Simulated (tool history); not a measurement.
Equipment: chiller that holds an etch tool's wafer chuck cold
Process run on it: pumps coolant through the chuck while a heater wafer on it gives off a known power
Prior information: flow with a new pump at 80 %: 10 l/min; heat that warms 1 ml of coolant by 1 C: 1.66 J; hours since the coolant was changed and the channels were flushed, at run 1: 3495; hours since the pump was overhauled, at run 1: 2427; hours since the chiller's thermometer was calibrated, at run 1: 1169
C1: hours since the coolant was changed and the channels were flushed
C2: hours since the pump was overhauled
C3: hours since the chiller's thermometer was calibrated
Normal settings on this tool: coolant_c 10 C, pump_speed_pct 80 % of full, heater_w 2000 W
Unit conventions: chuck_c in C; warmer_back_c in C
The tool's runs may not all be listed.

run 1 day=0 | coolant_c=10 pump_speed_pct=80 heater_w=2000 | C1=3495 C2=2427 C3=1169 | chuck_c=28.6 warmer_back_c=7.57
run 2 day=2.608 | coolant_c=10 pump_speed_pct=89 heater_w=2000 | C1=3558 C2=2490 C3=1231 | chuck_c=27.2 warmer_back_c=6.86
run 3 day=5.308 | coolant_c=10 pump_speed_pct=80 heater_w=2000 | C1=3623 C2=2554 C3=1296 | chuck_c=28.8 warmer_back_c=7.52
run 4 day=8.675 | coolant_c=10 pump_speed_pct=80 heater_w=2057 | C1=3703 C2=2635 C3=1377 | chuck_c=29.2 warmer_back_c=7.75
run 5 day=12.004 | coolant_c=10 pump_speed_pct=80 heater_w=2057 | C1=3783 C2=2715 C3=1457 | chuck_c=29.5 warmer_back_c=7.7
run 6 day=17.2 | coolant_c=10 pump_speed_pct=80 heater_w=2057 | C1=3908 C2=2840 C3=1581 | chuck_c=29.5 warmer_back_c=7.75
-- day=20.117 coolant changed, channels flushed
run 7 day=21.846 | coolant_c=10 pump_speed_pct=80 heater_w=2057 | C1=42 C2=2945 C3=1687 | chuck_c=27.5 warmer_back_c=7.79
run 8 day=24.208 | coolant_c=10 pump_speed_pct=80 heater_w=2057 | C1=98 C2=3002 C3=1744 | chuck_c=27.5 warmer_back_c=7.85
run 9 day=28.775 | coolant_c=10 pump_speed_pct=80 heater_w=2057 | C1=208 C2=3112 C3=1853 | chuck_c=27.8 warmer_back_c=7.79
run 10 day=33.004 | coolant_c=10 pump_speed_pct=80 heater_w=2057 | C1=309 C2=3213 C3=1955 | chuck_c=27.6 warmer_back_c=7.92
run 11 day=36.404 | coolant_c=10 pump_speed_pct=80 heater_w=2057 | C1=391 C2=3295 C3=2036 | chuck_c=27.7 warmer_back_c=7.87
run 12 day=39.546 | coolant_c=10 pump_speed_pct=63 heater_w=2990 | C1=466 C2=3370 C3=2112 | chuck_c=41 warmer_back_c=14.43
run 13 day=42.267 | coolant_c=17 pump_speed_pct=81 heater_w=2315 | C1=532 C2=3436 C3=2177 | chuck_c=36.8 warmer_back_c=8.73
run 14 day=44.567 | coolant_c=19 pump_speed_pct=80 heater_w=2000 | C1=587 C2=3491 C3=2232 | chuck_c=36.3 warmer_back_c=7.69

4 options for the next run, each taken on its own from the tool as it stands now. Forecast them:
run A day=46.829 | coolant_c=15 pump_speed_pct=96 heater_w=1275 | C1=641 C2=3545 C3=2286 | chuck_c=? warmer_back_c=?
run B day=46.829 | coolant_c=1 pump_speed_pct=80 heater_w=1925 | C1=641 C2=3545 C3=2286 | chuck_c=? warmer_back_c=?
run C day=46.829 | coolant_c=12 pump_speed_pct=67 heater_w=2000 | C1=641 C2=3545 C3=2286 | chuck_c=? warmer_back_c=?
run D day=46.829 | coolant_c=3 pump_speed_pct=60 heater_w=2000 | C1=641 C2=3545 C3=2286 | chuck_c=? warmer_back_c=?

run=A chuck_c=24.8 warmer_back_c=4.05
run=B chuck_c=18 warmer_back_c=7.41
run=C chuck_c=32 warmer_back_c=9.13
run=D chuck_c=25 warmer_back_c=10.08
Take away the tool's hidden state, keep each run's random variation, and the runs would have read:
run=A chuck_c=23.5 warmer_back_c=3.81
run=B chuck_c=16.2 warmer_back_c=6.97
run=C chuck_c=30.1 warmer_back_c=8.58
run=D chuck_c=22.9 warmer_back_c=9.47

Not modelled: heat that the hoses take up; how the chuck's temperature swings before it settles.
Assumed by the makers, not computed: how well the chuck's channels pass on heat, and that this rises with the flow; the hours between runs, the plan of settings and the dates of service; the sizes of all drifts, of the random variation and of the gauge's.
